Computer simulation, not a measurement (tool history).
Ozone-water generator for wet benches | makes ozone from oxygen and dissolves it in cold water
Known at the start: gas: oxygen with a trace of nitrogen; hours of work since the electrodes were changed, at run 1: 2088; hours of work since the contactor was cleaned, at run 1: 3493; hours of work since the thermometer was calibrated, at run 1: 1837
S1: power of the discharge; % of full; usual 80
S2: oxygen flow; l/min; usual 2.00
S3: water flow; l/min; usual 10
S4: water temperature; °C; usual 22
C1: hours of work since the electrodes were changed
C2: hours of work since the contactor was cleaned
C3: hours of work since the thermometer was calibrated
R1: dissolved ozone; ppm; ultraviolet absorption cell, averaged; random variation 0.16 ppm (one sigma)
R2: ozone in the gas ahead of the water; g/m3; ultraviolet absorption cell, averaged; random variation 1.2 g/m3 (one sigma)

run 1 day=0.000 | S1=80 S2=2.00 S3=10 S4=22 | C1=2088 C2=3493 C3=1837 | R1=20.1 R2=222.5
run 2 day=2.271 | S1=80 S2=2.00 S3=10 S4=22 | C1=2132 C2=3537 C3=1881 | R1=20.2 R2=227.3
run 3 day=5.554 | S1=80 S2=2.00 S3=10 S4=22 | C1=2196 C2=3601 C3=1945 | R1=19.9 R2=224.5
run 4 day=8.817 | S1=80 S2=2.00 S3=10 S4=22 | C1=2259 C2=3664 C3=2008 | R1=20.0 R2=223.7
run 5 day=11.446 | S1=80 S2=2.00 S3=10 S4=22 | C1=2310 C2=3715 C3=2059 | R1=20.1 R2=225.5
run 6 day=14.596 | S1=80 S2=2.00 S3=10 S4=22 | C1=2371 C2=3776 C3=2120 | R1=20.4 R2=224.1
run 7 day=18.967 | S1=80 S2=2.00 S3=8 S4=28 | C1=2456 C2=3861 C3=2205 | R1=21.7 R2=225.0

Run 8 comes next. What will it give?
run 8 day=22.704 | S1=80 S2=1.41 S3=8 S4=28 | C1=2528 C2=3934 C3=2277 | R1=? R2=?

R1: 21.7 ppm
R2: 271.1 g/m3
Without the tool's hidden state the same run would have given R1 21.8 ppm, R2 271.5 g/m3.
